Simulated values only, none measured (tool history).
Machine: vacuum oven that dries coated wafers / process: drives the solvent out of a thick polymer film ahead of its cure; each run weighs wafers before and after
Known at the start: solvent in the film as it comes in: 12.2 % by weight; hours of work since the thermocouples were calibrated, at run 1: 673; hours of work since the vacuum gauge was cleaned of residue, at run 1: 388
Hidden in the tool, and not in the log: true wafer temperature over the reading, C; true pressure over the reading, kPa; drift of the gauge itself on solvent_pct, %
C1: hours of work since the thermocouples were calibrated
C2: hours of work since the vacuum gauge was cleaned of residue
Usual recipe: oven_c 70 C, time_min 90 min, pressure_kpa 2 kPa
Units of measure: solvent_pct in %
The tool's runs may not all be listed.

{"run": 1, "day": 0.0, "oven_c": 70, "time_min": 90, "pressure_kpa": 2, "C1": 673, "C2": 388, "solvent_pct": 2.31}
{"run": 2, "day": 0.792, "oven_c": 70, "time_min": 145, "pressure_kpa": 2, "C1": 683, "C2": 398, "solvent_pct": 1.87}
{"run": 3, "day": 2.021, "oven_c": 70, "time_min": 90, "pressure_kpa": 1.21, "C1": 699, "C2": 414, "solvent_pct": 1.62}
{"run": 4, "day": 3.208, "oven_c": 70, "time_min": 90, "pressure_kpa": 2, "C1": 715, "C2": 430, "solvent_pct": 2.24}
{"run": 5, "day": 3.967, "oven_c": 70, "time_min": 54, "pressure_kpa": 2, "C1": 725, "C2": 440, "solvent_pct": 3.28}
{"run": 6, "day": 4.729, "oven_c": 70, "time_min": 90, "pressure_kpa": 1.12, "C1": 735, "C2": 450, "solvent_pct": 1.62}
{"run": 7, "day": 6.308, "oven_c": 73, "time_min": 81, "pressure_kpa": 4.47, "C1": 755, "C2": 470, "solvent_pct": 3.72}
{"day": 6.5, "done": "oven's thermocouples calibrated"}
{"run": 8, "day": 7.358, "oven_c": 73, "time_min": 81, "pressure_kpa": 4.47, "C1": 11, "C2": 483, "solvent_pct": 3.91}
{"run": 9, "day": 8.092, "oven_c": 70, "time_min": 128, "pressure_kpa": 3.43, "C1": 21, "C2": 492, "solvent_pct": 3.2}
{"day": 9.071, "done": "oven's thermocouples calibrated, once more"}
{"run": 10, "day": 9.479, "oven_c": 73, "time_min": 52, "pressure_kpa": 3.28, "C1": 5, "C2": 509, "solvent_pct": 3.43}

Predict each of these 5 candidate next runs independently; none follows another, all start after run 10:
{"run": "A", "day": 10.9, "oven_c": 62, "time_min": 52, "pressure_kpa": 1.28, "C1": 24, "C2": 528, "solvent_pct": "?"}
{"run": "B", "day": 10.9, "oven_c": 63, "time_min": 90, "pressure_kpa": 2, "C1": 24, "C2": 528, "solvent_pct": "?"}
{"run": "C", "day": 10.9, "oven_c": 57, "time_min": 148, "pressure_kpa": 2.68, "C1": 24, "C2": 528, "solvent_pct": "?"}
{"run": "D", "day": 10.9, "oven_c": 80, "time_min": 52, "pressure_kpa": 3.28, "C1": 24, "C2": 528, "solvent_pct": "?"}
{"run": "E", "day": 10.9, "oven_c": 65, "time_min": 90, "pressure_kpa": 2, "C1": 24, "C2": 528, "solvent_pct": "?"}

run=A solvent_pct=4.57
run=B solvent_pct=3.59
run=C solvent_pct=4.88
run=D solvent_pct=2.24
run=E solvent_pct=3.03
Stripped of hidden state, with their random variation kept, the same runs would have yielded:
run=A solvent_pct=4.35
run=B solvent_pct=3.34
run=C solvent_pct=4.55
run=D solvent_pct=2.11
run=E solvent_pct=2.79
